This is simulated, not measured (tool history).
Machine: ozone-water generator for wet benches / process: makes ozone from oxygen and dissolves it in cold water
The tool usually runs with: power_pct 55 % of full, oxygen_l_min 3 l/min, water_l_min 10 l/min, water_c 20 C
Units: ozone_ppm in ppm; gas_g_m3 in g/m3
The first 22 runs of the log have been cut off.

| run | hour | power_pct | oxygen_l_min | water_l_min | water_c | hours of work since the electrodes were changed | hours of work since the contactor was cleaned | hours of work since the thermometer was calibrated | ozone_ppm | gas_g_m3 |
|---|---|---|---|---|---|---|---|---|---|---|
| 23 | 1826.3 | 54 | 3 | 10 | 20 | 2639 | 1963 | 178 | 10.5 | 126.6 |
| 24 | 1900.7 | 55 | 3 | 9 | 16 | 2713 | 2037 | 251 | 12.7 | 126.6 |
| 25 | 1983.1 | 55 | 5.35 | 7 | 16 | 2794 | 2118 | 333 | 14.6 | 94.2 |
| 26 | 2033.2 | 55 | 1.96 | 7 | 16 | 2843 | 2167 | 382 | 16.4 | 160.1 |
| 27 | 2086.1 | 55 | 1.96 | 7 | 16 | 2896 | 2220 | 434 | 16.2 | 161.1 |
| 28 | 2188.8 | 55 | 1.88 | 7 | 16 | 2997 | 2321 | 536 | 16.3 | 165.7 |
| 29 | 2238.3 | 55 | 3 | 10 | 25 | 3046 | 2370 | 584 | 9.8 | 128.6 |
| 30 | 2351.1 | 55 | 3 | 10 | 25 | 3157 | 2481 | 696 | 9.9 | 128.3 |
| 31 | 2462 | 55 | 3 | 10 | 25 | 3267 | 2591 | 805 | 9.9 | 129.8 |
| 32 | 2561.7 | 55 | 2.09 | 9 | 25 | 3365 | 2689 | 904 | 11 | 153.9 |

Each row is a separate what-if for the run after 32, all from the same tool condition, not one after another. Results?
| A | 2612.5 | 55 | 1.72 | 10 | 20 | 3415 | 2739 | 954 | ? | ? |
| B | 2612.5 | 45 | 4 | 10 | 16 | 3415 | 2739 | 954 | ? | ? |
| C | 2612.5 | 74 | 2.09 | 7 | 18 | 3415 | 2739 | 954 | ? | ? |
| D | 2612.5 | 45 | 2.09 | 9 | 15 | 3415 | 2739 | 954 | ? | ? |
| E | 2612.5 | 55 | 3 | 10 | 24 | 3415 | 2739 | 954 | ? | ? |

| run | ozone_ppm | gas_g_m3 |
|---|---|---|
| A | 10.7 | 174 |
| B | 9.7 | 94.7 |
| C | 19.6 | 191.8 |
| D | 11.3 | 133.6 |
| E | 10.3 | 127.6 |
With no hidden state in the tool, these same runs would have given:
| run | ozone_ppm | gas_g_m3 |
|---|---|---|
| A | 10.7 | 174.1 |
| B | 9.7 | 94.8 |
| C | 19.7 | 191.9 |
| D | 11.3 | 133.7 |
| E | 10.4 | 127.7 |

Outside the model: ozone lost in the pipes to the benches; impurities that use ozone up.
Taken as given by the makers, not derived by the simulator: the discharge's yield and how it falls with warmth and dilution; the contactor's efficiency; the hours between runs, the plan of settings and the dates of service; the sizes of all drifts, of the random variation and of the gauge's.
